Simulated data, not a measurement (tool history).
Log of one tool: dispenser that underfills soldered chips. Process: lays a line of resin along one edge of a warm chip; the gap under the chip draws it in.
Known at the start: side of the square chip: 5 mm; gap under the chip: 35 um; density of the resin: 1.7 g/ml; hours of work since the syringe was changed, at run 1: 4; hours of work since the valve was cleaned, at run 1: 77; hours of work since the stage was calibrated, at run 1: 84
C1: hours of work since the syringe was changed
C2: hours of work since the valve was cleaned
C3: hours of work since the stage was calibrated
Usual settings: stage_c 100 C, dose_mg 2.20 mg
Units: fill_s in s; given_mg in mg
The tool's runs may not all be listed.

run 1 hour=0.0 | stage_c=100 dose_mg=2.20 | C1=4 C2=77 C3=84 | fill_s=12.1 given_mg=2.136
-- hour=3.8 new syringe of resin
run 2 hour=3.9 | stage_c=93 dose_mg=2.20 | C1=0 C2=80 C3=86 | fill_s=14.2 given_mg=2.133
run 3 hour=8.0 | stage_c=100 dose_mg=2.20 | C1=3 C2=83 C3=90 | fill_s=11.7 given_mg=2.119
run 4 hour=12.5 | stage_c=100 dose_mg=2.20 | C1=7 C2=86 C3=93 | fill_s=13.1 given_mg=2.113
-- hour=13.4 new syringe of resin
run 5 hour=17.8 | stage_c=100 dose_mg=2.20 | C1=3 C2=90 C3=97 | fill_s=11.7 given_mg=2.108
-- hour=23.0 new syringe of resin
run 6 hour=23.2 | stage_c=100 dose_mg=2.20 | C1=0 C2=94 C3=101 | fill_s=10.1 given_mg=2.118
run 7 hour=28.8 | stage_c=98 dose_mg=2.22 | C1=4 C2=98 C3=105 | fill_s=12.9 given_mg=2.128
-- hour=32.5 new syringe of resin
run 8 hour=35.7 | stage_c=107 dose_mg=2.46 | C1=2 C2=103 C3=110 | fill_s=8.0 given_mg=2.347
run 9 hour=41.4 | stage_c=102 dose_mg=2.33 | C1=7 C2=108 C3=114 | fill_s=11.4 given_mg=2.226
-- hour=42.1 new syringe of resin
run 10 hour=44.9 | stage_c=88 dose_mg=2.37 | C1=2 C2=110 C3=117 | fill_s=18.6 given_mg=2.261
-- hour=46.9 dispensing valve cleaned and set on the balance
run 11 hour=50.2 | stage_c=104 dose_mg=1.93 | C1=5 C2=3 C3=120 | fill_s=10.5 given_mg=1.927
-- hour=53.0 new syringe of resin
run 12 hour=56.5 | stage_c=108 dose_mg=1.93 | C1=3 C2=7 C3=125 | fill_s=8.0 given_mg=1.918

4 ways to go on from here, each from the tool as it stands after run 12. What would each give?
run A hour=59.4 | stage_c=100 dose_mg=2.44 | C1=5 C2=9 C3=127 | fill_s=? given_mg=?
run B hour=59.4 | stage_c=100 dose_mg=2.71 | C1=5 C2=9 C3=127 | fill_s=? given_mg=?
run C hour=59.4 | stage_c=86 dose_mg=2.40 | C1=5 C2=9 C3=127 | fill_s=? given_mg=?
run D hour=59.4 | stage_c=114 dose_mg=2.19 | C1=5 C2=9 C3=127 | fill_s=? given_mg=?

run=A fill_s=11.6 given_mg=2.427
run=B fill_s=11.5 given_mg=2.696
run=C fill_s=21.8 given_mg=2.392
run=D fill_s=6.8 given_mg=2.184
Without the tool's hidden state the same runs would have given:
run=A fill_s=10.4 given_mg=2.434
run=B fill_s=10.3 given_mg=2.704
run=C fill_s=19.6 given_mg=2.399
run=D fill_s=6.1 given_mg=2.190
